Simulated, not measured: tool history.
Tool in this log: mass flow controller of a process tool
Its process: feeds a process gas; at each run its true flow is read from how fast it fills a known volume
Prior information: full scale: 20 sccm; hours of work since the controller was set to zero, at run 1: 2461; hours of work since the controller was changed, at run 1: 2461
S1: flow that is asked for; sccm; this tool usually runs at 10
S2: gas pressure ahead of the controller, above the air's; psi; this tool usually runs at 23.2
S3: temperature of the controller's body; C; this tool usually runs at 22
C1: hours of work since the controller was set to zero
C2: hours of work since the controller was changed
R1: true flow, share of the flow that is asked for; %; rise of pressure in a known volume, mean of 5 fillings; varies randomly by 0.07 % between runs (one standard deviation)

{"run": 1, "day": 0.0, "S1": 10, "S2": 23.2, "S3": 22, "C1": 2461, "C2": 2461, "R1": 97.78}
{"run": 2, "day": 9.996, "S1": 10, "S2": 23.2, "S3": 22, "C1": 2544, "C2": 2544, "R1": 97.53}
{"run": 3, "day": 16.204, "S1": 10, "S2": 29.4, "S3": 22, "C1": 2595, "C2": 2595, "R1": 97.48}
{"run": 4, "day": 21.012, "S1": 10, "S2": 29.4, "S3": 22, "C1": 2635, "C2": 2635, "R1": 97.39}
{"run": 5, "day": 30.071, "S1": 6, "S2": 23.2, "S3": 22, "C1": 2710, "C2": 2710, "R1": 96.63}
{"run": 6, "day": 36.096, "S1": 6, "S2": 35.7, "S3": 22, "C1": 2759, "C2": 2759, "R1": 96.38}
{"run": 7, "day": 41.558, "S1": 6, "S2": 35.7, "S3": 22, "C1": 2805, "C2": 2805, "R1": 96.32}
{"run": 8, "day": 46.033, "S1": 6, "S2": 35.7, "S3": 22, "C1": 2842, "C2": 2842, "R1": 96.2}
{"run": 9, "day": 56.25, "S1": 6, "S2": 26.5, "S3": 22, "C1": 2926, "C2": 2926, "R1": 96.65}
{"run": 10, "day": 66.042, "S1": 6, "S2": 26.5, "S3": 22, "C1": 3007, "C2": 3007, "R1": 96.55}
{"run": 11, "day": 74.525, "S1": 10, "S2": 25.8, "S3": 22, "C1": 3077, "C2": 3077, "R1": 97.3}
{"run": 12, "day": 81.792, "S1": 10, "S2": 36.8, "S3": 22, "C1": 3137, "C2": 3137, "R1": 96.89}
{"run": 13, "day": 89.533, "S1": 10, "S2": 36.8, "S3": 22, "C1": 3201, "C2": 3201, "R1": 97.01}
{"run": 14, "day": 99.55, "S1": 10, "S2": 23.2, "S3": 22, "C1": 3284, "C2": 3284, "R1": 97.22}
{"run": 15, "day": 104.096, "S1": 10, "S2": 23.2, "S3": 22, "C1": 3322, "C2": 3322, "R1": 97.31}
{"run": 16, "day": 111.325, "S1": 8, "S2": 23.2, "S3": 22, "C1": 3381, "C2": 3381, "R1": 96.82}
{"run": 17, "day": 121.642, "S1": 8, "S2": 23.2, "S3": 22, "C1": 3467, "C2": 3467, "R1": 96.83}
{"run": 18, "day": 128.929, "S1": 8, "S2": 23.2, "S3": 22, "C1": 3527, "C2": 3527, "R1": 96.74}
{"run": 19, "day": 137.196, "S1": 8, "S2": 23.2, "S3": 22, "C1": 3595, "C2": 3595, "R1": 96.71}
{"run": 20, "day": 146.892, "S1": 8, "S2": 23.2, "S3": 22, "C1": 3676, "C2": 3676, "R1": 96.52}
{"run": 21, "day": 155.442, "S1": 8, "S2": 23.2, "S3": 22, "C1": 3746, "C2": 3746, "R1": 96.52}
{"run": 22, "day": 164.775, "S1": 10, "S2": 23.2, "S3": 22, "C1": 3823, "C2": 3823, "R1": 97.01}
{"run": 23, "day": 169.471, "S1": 10, "S2": 23.2, "S3": 22, "C1": 3862, "C2": 3862, "R1": 96.93}
{"run": 24, "day": 174.4, "S1": 10, "S2": 23.2, "S3": 22, "C1": 3903, "C2": 3903, "R1": 96.96}
{"day": 175.079, "done": "controller's zero set anew"}
{"run": 25, "day": 180.85, "S1": 10, "S2": 23.2, "S3": 22, "C1": 48, "C2": 3956, "R1": 96.66}
{"run": 26, "day": 187.408, "S1": 10, "S2": 32.2, "S3": 22, "C1": 102, "C2": 4010, "R1": 96.22}
{"run": 27, "day": 192.004, "S1": 10, "S2": 32.2, "S3": 22, "C1": 140, "C2": 4048, "R1": 96.22}
{"day": 196.562, "done": "controller's zero set anew, once more"}
{"run": 28, "day": 201.383, "S1": 2, "S2": 21.0, "S3": 22, "C1": 40, "C2": 4126, "R1": 96.21}
{"run": 29, "day": 209.583, "S1": 2, "S2": 21.0, "S3": 22, "C1": 108, "C2": 4194, "R1": 96.31}
{"run": 30, "day": 217.671, "S1": 4, "S2": 23.2, "S3": 32, "C1": 175, "C2": 4261, "R1": 95.49}
{"run": 31, "day": 225.967, "S1": 4, "S2": 23.2, "S3": 32, "C1": 243, "C2": 4329, "R1": 95.35}
{"run": 32, "day": 231.917, "S1": 4, "S2": 23.2, "S3": 32, "C1": 292, "C2": 4378, "R1": 95.22}
{"run": 33, "day": 242.092, "S1": 4, "S2": 23.2, "S3": 32, "C1": 377, "C2": 4462, "R1": 95.24}
{"run": 34, "day": 249.146, "S1": 4, "S2": 23.2, "S3": 21, "C1": 435, "C2": 4521, "R1": 96.33}
{"run": 35, "day": 259.162, "S1": 4, "S2": 23.2, "S3": 21, "C1": 518, "C2": 4604, "R1": 96.37}
{"run": 36, "day": 266.762, "S1": 4, "S2": 22.8, "S3": 38, "C1": 580, "C2": 4666, "R1": 94.54}
{"run": 37, "day": 277.046, "S1": 10, "S2": 20.3, "S3": 34, "C1": 666, "C2": 4752, "R1": 95.89}
{"run": 38, "day": 284.088, "S1": 10, "S2": 26.4, "S3": 34, "C1": 724, "C2": 4810, "R1": 95.73}
{"run": 39, "day": 294.238, "S1": 7, "S2": 38.0, "S3": 34, "C1": 808, "C2": 4894, "R1": 94.88}
{"run": 40, "day": 298.529, "S1": 7, "S2": 22.8, "S3": 28, "C1": 843, "C2": 4929, "R1": 95.88}
{"run": 41, "day": 308.408, "S1": 10, "S2": 22.9, "S3": 33, "C1": 925, "C2": 5011, "R1": 95.79}
{"run": 42, "day": 315.538, "S1": 10, "S2": 22.9, "S3": 33, "C1": 984, "C2": 5070, "R1": 95.83}
{"run": 43, "day": 319.762, "S1": 4, "S2": 37.9, "S3": 30, "C1": 1019, "C2": 5105, "R1": 94.53}
{"run": 44, "day": 324.358, "S1": 3, "S2": 23.4, "S3": 34, "C1": 1057, "C2": 5143, "R1": 94.26}
{"run": 45, "day": 334.275, "S1": 10, "S2": 21.2, "S3": 21, "C1": 1139, "C2": 5225, "R1": 97.12}
{"run": 46, "day": 338.538, "S1": 3, "S2": 22.5, "S3": 32, "C1": 1174, "C2": 5260, "R1": 94.27}
{"run": 47, "day": 347.783, "S1": 18, "S2": 26.7, "S3": 33, "C1": 1250, "C2": 5336, "R1": 96.74}
{"run": 48, "day": 355.5, "S1": 7, "S2": 26.7, "S3": 33, "C1": 1314, "C2": 5400, "R1": 95.04}

Table of differences, measured result less the result of that run with no hidden state. Run-to-run variation is the same in both. Gauge scatter possibly is not:
Hidden state at play: flow at rest that the sensor doesn't see, % of full scale; true flow over the shown one, %; drift of the gauge itself on true_pct, %.
run=1 R1=-1.55
run=2 R1=-1.59
run=3 R1=-1.63
run=4 R1=-1.65
run=5 R1=-2.05
run=6 R1=-2.08
run=7 R1=-2.11
run=8 R1=-2.13
run=9 R1=-2.20
run=10 R1=-2.24
run=11 R1=-1.89
run=12 R1=-1.92
run=13 R1=-1.96
run=14 R1=-2.01
run=15 R1=-2.03
run=16 R1=-2.23
run=17 R1=-2.28
run=18 R1=-2.32
run=19 R1=-2.36
run=20 R1=-2.41
run=21 R1=-2.45
run=22 R1=-2.31
run=23 R1=-2.33
run=24 R1=-2.35
run=25 R1=-2.69
run=26 R1=-2.73
run=27 R1=-2.74
run=28 R1=-2.00
run=29 R1=-2.09
run=30 R1=-1.95
run=31 R1=-2.01
run=32 R1=-2.06
run=33 R1=-2.12
run=34 R1=-2.17
run=35 R1=-2.24
run=36 R1=-2.29
run=37 R1=-2.09
run=38 R1=-2.13
run=39 R1=-2.26
run=40 R1=-2.28
run=41 R1=-2.24
run=42 R1=-2.28
run=43 R1=-2.66
run=44 R1=-2.90
run=45 R1=-2.36
run=46 R1=-3.02
run=47 R1=-2.29
run=48 R1=-2.58
